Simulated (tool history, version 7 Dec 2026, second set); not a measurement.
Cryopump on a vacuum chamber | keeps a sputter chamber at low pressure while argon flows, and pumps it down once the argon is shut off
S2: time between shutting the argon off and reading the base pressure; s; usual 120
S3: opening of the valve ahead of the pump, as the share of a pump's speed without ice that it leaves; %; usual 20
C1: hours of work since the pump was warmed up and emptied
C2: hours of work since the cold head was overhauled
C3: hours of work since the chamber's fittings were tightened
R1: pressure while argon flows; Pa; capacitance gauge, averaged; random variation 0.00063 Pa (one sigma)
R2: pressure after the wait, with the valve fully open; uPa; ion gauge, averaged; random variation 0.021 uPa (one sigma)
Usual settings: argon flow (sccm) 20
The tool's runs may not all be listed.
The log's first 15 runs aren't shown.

Run 16, hour 771.3: usual settings but S3 55 %; C1 299; C2 3084; C3 2829. Result: R1 0.0416 Pa, R2 2.97 uPa.
Run 17, hour 841.4: usual settings; C1 360; C2 3146; C3 2890. Result: R1 0.1024 Pa, R2 3.05 uPa.
At hour 860.1: pump warmed up, emptied and cooled again.
At hour 897.9: leaking fittings of the chamber tightened, without venting.
Run 18, hour 906.8: usual settings; C1 39; C2 3196; C3 8. Result: R1 0.0956 Pa, R2 0.34 uPa.
Run 19, hour 956.7: usual settings but argon flow (sccm) 29, S2 289 s; C1 82; C2 3240; C3 51. Result: R1 0.1411 Pa, R2 0.28 uPa.
Run 20, hour 1014.1: usual settings but argon flow (sccm) 29, S2 289 s; C1 132; C2 3290; C3 101. Result: R1 0.1426 Pa, R2 0.36 uPa.
Run 21, hour 1088.1: usual settings but argon flow (sccm) 29, S2 163 s; C1 197; C2 3354; C3 166. Result: R1 0.1415 Pa, R2 0.43 uPa.
Run 22, hour 1157: usual settings but argon flow (sccm) 23, S2 21 s, S3 24 %; C1 257; C2 3414; C3 226. Result: R1 0.0963 Pa, R2 1.21 uPa.
Run 23, hour 1223.9: usual settings but argon flow (sccm) 23, S2 21 s, S3 24 %; C1 315; C2 3473; C3 284. Result: R1 0.0974 Pa, R2 1.3 uPa.
Run 24, hour 1273.7: usual settings but argon flow (sccm) 23, S2 21 s, S3 24 %; C1 359; C2 3516; C3 328. Result: R1 0.099 Pa, R2 1.37 uPa.
At hour 1289: pump warmed up, emptied and cooled again.
Run 25, hour 1345.9: usual settings but argon flow (sccm) 23, S2 21 s, S3 24 %; C1 50; C2 3575; C3 386. Result: R1 0.092 Pa, R2 1.29 uPa.
Run 26, hour 1402.7: usual settings but argon flow (sccm) 23, S2 21 s, S3 24 %; C1 99; C2 3624; C3 436. Result: R1 0.0922 Pa, R2 1.35 uPa.
Run 27, hour 1448.3: usual settings but argon flow (sccm) 23, S2 21 s, S3 24 %; C1 139; C2 3664; C3 475. Result: R1 0.0943 Pa, R2 1.37 uPa.
Run 28, hour 1487.8: usual settings but argon flow (sccm) 23, S2 21 s, S3 24 %; C1 173; C2 3698; C3 510. Result: R1 0.0934 Pa, R2 1.35 uPa.
Run 29, hour 1528.2: usual settings but argon flow (sccm) 24, S2 300 s; C1 209; C2 3734; C3 545. Result: R1 0.1189 Pa, R2 0.68 uPa.
Run 30, hour 1570.2: usual settings but argon flow (sccm) 24, S2 300 s; C1 245; C2 3770; C3 582. Result: R1 0.1191 Pa, R2 0.73 uPa.
Run 31, hour 1610: usual settings but argon flow (sccm) 10, S2 97 s; C1 280; C2 3805; C3 616. Result: R1 0.05 Pa, R2 0.88 uPa.
Run 32, hour 1679.6: usual settings; C1 340; C2 3865; C3 677. Result: R1 0.1016 Pa, R2 0.99 uPa.
At hour 1716.2: pump warmed up, emptied and cooled again.
Run 33, hour 1735: usual settings; C1 16; C2 3909; C3 721. Result: R1 0.0951 Pa, R2 0.83 uPa.

3 ways to go on from here, each from the tool as it stands after run 33. What would each give?
Run A, hour 1811.7: usual settings but argon flow (sccm) 19, S3 34 %; C1 83; C2 3976; C3 788. Result: R1 ?, R2 ?.
Run B, hour 1811.7: usual settings but argon flow (sccm) 16, S2 29 s, S3 48 %; C1 83; C2 3976; C3 788. Result: R1 ?, R2 ?.
Run C, hour 1811.7: usual settings but argon flow (sccm) 17, S2 24 s, S3 22 %; C1 83; C2 3976; C3 788. Result: R1 ?, R2 ?.

run      R1    R2
  A  0.0545  0.88
  B  0.0336  1.36
  C  0.0744  1.41
Without the tool's hidden state the same runs would have given:
run      R1    R2
  A  0.0523  0.28
  B  0.0318  0.76
  C  0.0724  0.83
